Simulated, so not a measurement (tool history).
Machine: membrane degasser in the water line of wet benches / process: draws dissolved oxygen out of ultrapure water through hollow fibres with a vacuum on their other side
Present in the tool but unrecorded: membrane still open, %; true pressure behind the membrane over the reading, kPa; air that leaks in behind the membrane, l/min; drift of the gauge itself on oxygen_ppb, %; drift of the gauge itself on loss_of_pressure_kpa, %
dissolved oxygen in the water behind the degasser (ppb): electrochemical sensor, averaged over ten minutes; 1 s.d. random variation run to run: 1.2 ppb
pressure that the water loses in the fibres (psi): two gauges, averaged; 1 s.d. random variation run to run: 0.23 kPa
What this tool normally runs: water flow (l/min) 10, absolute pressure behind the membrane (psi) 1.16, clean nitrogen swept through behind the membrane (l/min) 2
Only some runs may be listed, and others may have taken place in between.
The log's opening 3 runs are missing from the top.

run	hour	water flow (l/min)	absolute pressure behind the membrane (psi)	clean nitrogen swept through behind the membrane (l/min)	hours since the membrane was changed	hours since the vacuum gauge was calibrated	hours since the vacuum lines were made tight	dissolved oxygen in the water behind the degasser (ppb)	pressure that the water loses in the fibres (psi)
4	325.4	10	1.16	2	4808	1201	5362	122.4	8.683
5	408.1	10	1.16	2	4891	1284	5444	122.6	8.676
6	542.9	10	1.16	2	5026	1418	5579	125	8.662
7	621.6	10	1.16	2	5104	1497	5658	122.8	8.688
8	742.1	10	1.16	2	5225	1618	5778	123.6	8.699
9	849.5	10	1.16	2	5332	1725	5886	125.7	8.675
10	972.7	10	1.16	2	5455	1848	6009	124.9	8.717
11	1044.5	10	1.16	2	5527	1920	6081	123.9	8.723
12	1133.7	10	1.16	2	5616	2009	6170	123.6	8.64
13	1243.8	10	1.16	2	5726	2119	6280	122.7	8.651
14	1310.9	10	1.16	1.65	5794	2186	6347	134.1	8.696
15	1384.4	10	1.16	1.41	5867	2260	6421	149.6	8.685
16	1477.6	10	1.16	1.41	5960	2353	6514	147.5	8.712
17	1609.7	14	1.413	2	6092	2485	6646	249.8	12.199
18	1673.5	7	1.543	4.74	6156	2549	6710	51.1	6.097
19	1773.1	7	1.543	4.74	6256	2649	6809	52.7	6.106
20	1881.4	11	1.16	4.36	6364	2757	6918	111.2	9.57

Run 21, settings as shown, results not yet in. Your forecast:
21	1967	10	1.16	1.84	6450	2842	7003	?	?

dissolved oxygen in the water behind the degasser (ppb): 132
pressure that the water loses in the fibres (psi): 8.74
Were there no unlogged condition in the tool, this run, its random variation unchanged, would have produced dissolved oxygen in the water behind the degasser (ppb) 120.3, pressure that the water loses in the fibres (psi) 8.531.
